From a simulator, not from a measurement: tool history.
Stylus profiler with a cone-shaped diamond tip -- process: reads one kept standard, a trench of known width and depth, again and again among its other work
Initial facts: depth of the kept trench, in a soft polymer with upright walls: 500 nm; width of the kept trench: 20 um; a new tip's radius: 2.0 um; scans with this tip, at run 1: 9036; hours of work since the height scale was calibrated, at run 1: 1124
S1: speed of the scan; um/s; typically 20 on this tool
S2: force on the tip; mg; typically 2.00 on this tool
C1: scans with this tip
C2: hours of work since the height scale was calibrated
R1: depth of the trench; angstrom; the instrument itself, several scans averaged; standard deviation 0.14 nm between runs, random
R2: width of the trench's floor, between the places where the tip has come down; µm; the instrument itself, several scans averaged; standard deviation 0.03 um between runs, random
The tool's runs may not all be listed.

run	hour	S1	S2	C1	C2	R1	R2
1	0.0	20	2.00	9036	1124	5043.2	17.29
2	65.8	20	2.00	9447	1175	5042.9	17.27
3	145.5	20	2.00	9945	1237	5042.2	17.25
4	201.1	20	2.00	10292	1280	5044.3	17.25
5	276.8	20	2.00	10765	1339	5043.2	17.24
6	316.1	20	2.00	11010	1370	5045.1	17.27
7	386.8	20	2.00	11452	1425	5041.8	17.27
8	427.8	20	2.99	11708	1457	5057.3	17.34
# hour 452.7: height scale calibrated on a step standard
9	504.3	20	2.99	12183	40	5057.4	17.28
10	575.1	20	2.00	12625	95	5044.0	17.26
11	640.9	20	2.00	13036	146	5041.6	17.21
12	704.6	20	2.00	13434	196	5046.5	17.18
13	770.1	38	2.00	13843	247	5045.8	17.18
14	846.1	38	2.00	14318	306	5045.0	17.12
15	884.5	77	2.00	14558	336	5040.3	17.02
16	960.3	14	1.23	15031	394	5029.3	17.32
17	1019.2	6	1.51	15399	440	5037.5	17.32
18	1096.4	43	1.51	15881	500	5038.3	17.10
19	1137.6	50	2.66	16139	532	5054.6	17.20
20	1215.2	6	1.08	16623	593	5029.1	17.32
21	1297.2	6	1.08	17135	656	5031.3	17.35
22	1369.7	18	1.79	17588	713	5043.2	17.24
23	1433.3	31	0.89	17985	762	5026.4	17.11
24	1509.3	20	0.79	18460	821	5021.9	17.24

Predict each of these 4 candidate next runs independently; none follows another, all start after run 24:
A	1565.9	6	2.64	18814	865	?	?
B	1565.9	20	3.94	18814	865	?	?
C	1565.9	9	4.03	18814	865	?	?
D	1565.9	20	2.03	18814	865	?	?

run	R1	R2
A	5052.2	17.34
B	5066.2	17.27
C	5067.8	17.29
D	5044.2	17.27
Stripped of hidden state, with their random variation kept, the same runs would have yielded:
run	R1	R2
A	5052.2	17.35
B	5066.3	17.28
C	5067.8	17.30
D	5044.2	17.28
